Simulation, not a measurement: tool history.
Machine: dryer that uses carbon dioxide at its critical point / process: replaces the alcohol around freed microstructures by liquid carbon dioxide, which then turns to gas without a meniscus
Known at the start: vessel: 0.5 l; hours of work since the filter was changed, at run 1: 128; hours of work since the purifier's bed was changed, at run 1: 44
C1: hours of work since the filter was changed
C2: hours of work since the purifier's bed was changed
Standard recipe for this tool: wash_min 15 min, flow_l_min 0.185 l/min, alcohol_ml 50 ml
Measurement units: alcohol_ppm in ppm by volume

Run 1, day 0.000: usual settings; C1 128; C2 44. Result: alcohol_ppm 1598 ppm by volume.
Run 2, day 0.379: usual settings but alcohol_ml 36 ml; C1 133; C2 49. Result: alcohol_ppm 1183 ppm by volume.
Run 3, day 0.858: usual settings but alcohol_ml 36 ml; C1 140; C2 56. Result: alcohol_ppm 1181 ppm by volume.
Run 4, day 1.146: usual settings but alcohol_ml 36 ml; C1 144; C2 59. Result: alcohol_ppm 1167 ppm by volume.
Run 5, day 1.421: usual settings but alcohol_ml 36 ml; C1 148; C2 63. Result: alcohol_ppm 1180 ppm by volume.
Run 6, day 1.683: usual settings but alcohol_ml 36 ml; C1 151; C2 67. Result: alcohol_ppm 1198 ppm by volume.
Run 7, day 2.162: usual settings but alcohol_ml 27 ml; C1 158; C2 73. Result: alcohol_ppm 913 ppm by volume.
Run 8, day 2.662: usual settings but alcohol_ml 27 ml; C1 165; C2 80. Result: alcohol_ppm 916 ppm by volume.
Run 9, day 2.938: usual settings but wash_min 22 min, flow_l_min 0.243 l/min; C1 168; C2 84. Result: alcohol_ppm 70 ppm by volume.
Run 10, day 3.250: usual settings but wash_min 12 min, flow_l_min 0.294 l/min; C1 173; C2 88. Result: alcohol_ppm 591 ppm by volume.
Run 11, day 3.725: usual settings but wash_min 12 min, flow_l_min 0.294 l/min; C1 179; C2 95. Result: alcohol_ppm 609 ppm by volume.
Run 12, day 4.117: usual settings but wash_min 12 min, flow_l_min 0.294 l/min; C1 184; C2 100. Result: alcohol_ppm 600 ppm by volume.
Run 13, day 4.412: usual settings but wash_min 16 min, flow_l_min 0.219 l/min, alcohol_ml 81 ml; C1 188; C2 104. Result: alcohol_ppm 998 ppm by volume.

Forecast each of these 5 alternatives for the next run:
Run A, day 4.738: usual settings but flow_l_min 0.148 l/min; C1 193; C2 108. Result: alcohol_ppm ?.
Run B, day 4.738: usual settings but flow_l_min 0.157 l/min, alcohol_ml 48 ml; C1 193; C2 108. Result: alcohol_ppm ?.
Run C, day 4.738: usual settings but wash_min 21 min; C1 193; C2 108. Result: alcohol_ppm ?.
Run D, day 4.738: usual settings but wash_min 13 min, flow_l_min 0.233 l/min, alcohol_ml 54 ml; C1 193; C2 108. Result: alcohol_ppm ?.
Run E, day 4.738: usual settings but wash_min 16 min, flow_l_min 0.219 l/min, alcohol_ml 35 ml; C1 193; C2 108. Result: alcohol_ppm ?.

run  alcohol_ppm
  A         4008
  B         3124
  C          366
  D         1311
  E          438
Stripped of hidden state, with their random variation kept, the same runs would have yielded:
run  alcohol_ppm
  A         3060
  B         2344
  C          218
  D          901
  E          274
